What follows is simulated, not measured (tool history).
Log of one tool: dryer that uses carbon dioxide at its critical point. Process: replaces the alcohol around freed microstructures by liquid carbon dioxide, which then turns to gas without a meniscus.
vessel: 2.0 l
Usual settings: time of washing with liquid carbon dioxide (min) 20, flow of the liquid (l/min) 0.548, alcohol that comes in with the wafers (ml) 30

run,day,time of washing with liquid carbon dioxide (min),flow of the liquid (l/min),alcohol that comes in with the wafers (ml),alcohol left in the vessel before it's heated (ppm by volume)
1,0.000,20,0.548,30,283
2,0.304,20,0.548,30,288
3,0.708,20,0.548,30,291
4,0.967,20,0.548,30,312
5,1.158,29,0.548,30,106
6,1.583,20,0.548,30,305
7,1.771,20,0.548,30,305
8,2.175,20,0.548,30,305
9,2.471,20,0.548,30,307
10,2.700,20,0.548,30,299
11,3.038,26,0.548,30,152
12,3.229,26,0.548,30,146
13,3.579,20,0.548,38,391
14,3.996,20,0.548,20,242
15,4.400,20,0.548,20,249
16,4.704,20,0.548,30,318
17,4.879,20,0.548,30,324
18,5.062,20,0.548,30,327
19,5.283,20,0.548,30,319
# day 5.450: inlet filter changed
20,5.512,20,0.653,30,159
21,5.783,20,0.548,23,232
22,6.046,20,0.548,30,260
23,6.354,20,0.548,30,272
24,6.542,20,0.548,48,375
25,6.917,20,0.548,48,379
26,7.171,20,0.548,48,393
27,7.488,20,0.548,48,389
28,7.871,29,0.418,80,422
29,8.217,13,0.775,83,768
30,8.500,15,0.350,57,3636
31,8.850,27,0.811,94,108
32,9.083,27,0.811,94,117

The next listed run, before its measurement:
33,9.262,27,0.550,94,?

{"run 33": {"alcohol left in the vessel before it's heated (ppm by volume)": 235}}
Without the tool's hidden state the same run would have given alcohol left in the vessel before it's heated (ppm by volume) 126.

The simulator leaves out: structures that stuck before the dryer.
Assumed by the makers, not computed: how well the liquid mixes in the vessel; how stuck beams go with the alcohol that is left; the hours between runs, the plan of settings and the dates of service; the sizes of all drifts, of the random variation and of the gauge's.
